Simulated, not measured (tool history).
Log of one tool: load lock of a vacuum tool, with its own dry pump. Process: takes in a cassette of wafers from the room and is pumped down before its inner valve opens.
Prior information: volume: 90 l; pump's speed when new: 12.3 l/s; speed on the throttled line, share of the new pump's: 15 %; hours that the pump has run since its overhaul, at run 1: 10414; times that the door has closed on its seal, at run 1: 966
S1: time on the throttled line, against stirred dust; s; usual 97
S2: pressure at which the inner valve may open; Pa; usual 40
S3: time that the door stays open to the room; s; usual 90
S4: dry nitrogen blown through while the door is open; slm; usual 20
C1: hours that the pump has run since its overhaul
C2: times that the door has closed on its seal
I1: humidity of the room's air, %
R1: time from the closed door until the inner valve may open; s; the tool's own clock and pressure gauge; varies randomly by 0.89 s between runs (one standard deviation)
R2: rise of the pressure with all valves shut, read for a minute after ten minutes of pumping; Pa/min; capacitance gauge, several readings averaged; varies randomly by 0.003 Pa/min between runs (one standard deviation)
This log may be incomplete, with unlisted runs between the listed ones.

{"run": 1, "hour": 0.0, "S1": 97, "S2": 40, "S3": 90, "S4": 20, "C1": 10414, "C2": 966, "I1": 44.7, "R1": 145.8, "R2": 0.028}
{"run": 2, "hour": 58.3, "S1": 97, "S2": 40, "S3": 90, "S4": 20, "C1": 10472, "C2": 1026, "I1": 45.2, "R1": 145.3, "R2": 0.023}
{"run": 3, "hour": 116.8, "S1": 97, "S2": 40, "S3": 150, "S4": 20, "C1": 10530, "C2": 1086, "I1": 45.3, "R1": 145.9, "R2": 0.031}
{"run": 4, "hour": 180.7, "S1": 79, "S2": 40, "S3": 150, "S4": 20, "C1": 10594, "C2": 1151, "I1": 46.4, "R1": 130.4, "R2": 0.032}
{"run": 5, "hour": 257.7, "S1": 79, "S2": 69, "S3": 150, "S4": 20, "C1": 10671, "C2": 1230, "I1": 44.6, "R1": 126.2, "R2": 0.03}
{"run": 6, "hour": 386.2, "S1": 94, "S2": 40, "S3": 90, "S4": 20, "C1": 10800, "C2": 1362, "I1": 46.4, "R1": 143.8, "R2": 0.022}
{"run": 7, "hour": 485.4, "S1": 94, "S2": 40, "S3": 90, "S4": 20, "C1": 10899, "C2": 1464, "I1": 45.1, "R1": 144.8, "R2": 0.025}
{"run": 8, "hour": 564.4, "S1": 97, "S2": 40, "S3": 90, "S4": 27, "C1": 10978, "C2": 1545, "I1": 46.9, "R1": 146.7, "R2": 0.025}
{"run": 9, "hour": 689.0, "S1": 97, "S2": 47, "S3": 90, "S4": 20, "C1": 11103, "C2": 1673, "I1": 44.9, "R1": 143.7, "R2": 0.029}
{"run": 10, "hour": 758.8, "S1": 97, "S2": 40, "S3": 90, "S4": 21, "C1": 11172, "C2": 1744, "I1": 41.5, "R1": 144.1, "R2": 0.026}
{"run": 11, "hour": 827.5, "S1": 97, "S2": 40, "S3": 90, "S4": 21, "C1": 11241, "C2": 1815, "I1": 46.7, "R1": 146, "R2": 0.031}
{"run": 12, "hour": 954.8, "S1": 97, "S2": 40, "S3": 90, "S4": 20, "C1": 11368, "C2": 1945, "I1": 46, "R1": 144.7, "R2": 0.031}
{"run": 13, "hour": 1056.5, "S1": 97, "S2": 40, "S3": 90, "S4": 20, "C1": 11470, "C2": 2050, "I1": 45.1, "R1": 146.8, "R2": 0.033}
{"run": 14, "hour": 1169.9, "S1": 97, "S2": 40, "S3": 90, "S4": 20, "C1": 11583, "C2": 2166, "I1": 45.3, "R1": 147.3, "R2": 0.028}
{"run": 15, "hour": 1287.3, "S1": 97, "S2": 40, "S3": 90, "S4": 20, "C1": 11701, "C2": 2286, "I1": 42.3, "R1": 145.3, "R2": 0.025}
{"run": 16, "hour": 1383.6, "S1": 97, "S2": 40, "S3": 90, "S4": 20, "C1": 11797, "C2": 2385, "I1": 45.9, "R1": 146.4, "R2": 0.03}
{"run": 17, "hour": 1515.4, "S1": 97, "S2": 34, "S3": 90, "S4": 20, "C1": 11929, "C2": 2520, "I1": 45.3, "R1": 147.1, "R2": 0.029}
{"run": 18, "hour": 1632.6, "S1": 97, "S2": 34, "S3": 154, "S4": 20, "C1": 12046, "C2": 2640, "I1": 44.8, "R1": 147.6, "R2": 0.037}
{"run": 19, "hour": 1771.7, "S1": 97, "S2": 40, "S3": 90, "S4": 20, "C1": 12185, "C2": 2783, "I1": 42.9, "R1": 146.1, "R2": 0.027}
{"run": 20, "hour": 1850.4, "S1": 97, "S2": 40, "S3": 182, "S4": 28, "C1": 12264, "C2": 2864, "I1": 43.9, "R1": 146.4, "R2": 0.034}
{"run": 21, "hour": 1965.6, "S1": 147, "S2": 40, "S3": 146, "S4": 28, "C1": 12379, "C2": 2982, "I1": 44.2, "R1": 187, "R2": 0.034}
{"run": 22, "hour": 2055.8, "S1": 57, "S2": 40, "S3": 146, "S4": 28, "C1": 12469, "C2": 3074, "I1": 46.5, "R1": 112.4, "R2": 0.032}
{"run": 23, "hour": 2144.0, "S1": 57, "S2": 40, "S3": 146, "S4": 28, "C1": 12558, "C2": 3165, "I1": 43.3, "R1": 113.6, "R2": 0.039}
{"run": 24, "hour": 2236.1, "S1": 57, "S2": 40, "S3": 166, "S4": 28, "C1": 12650, "C2": 3259, "I1": 46.4, "R1": 113.6, "R2": 0.039}
{"run": 25, "hour": 2300.3, "S1": 97, "S2": 56, "S3": 160, "S4": 20, "C1": 12714, "C2": 3325, "I1": 45, "R1": 144.3, "R2": 0.042}

Predict the results of run 26:
{"run": 26, "hour": 2371.4, "S1": 97, "S2": 56, "S3": 30, "S4": 8, "C1": 12785, "C2": 3398, "I1": 49.3, "R1": "?", "R2": "?"}

{"run 26": {"R1": 143.1, "R2": 0.032}}
With no hidden state in the tool, this same run would have given R1 136.9 s, R2 0.018 Pa/min.

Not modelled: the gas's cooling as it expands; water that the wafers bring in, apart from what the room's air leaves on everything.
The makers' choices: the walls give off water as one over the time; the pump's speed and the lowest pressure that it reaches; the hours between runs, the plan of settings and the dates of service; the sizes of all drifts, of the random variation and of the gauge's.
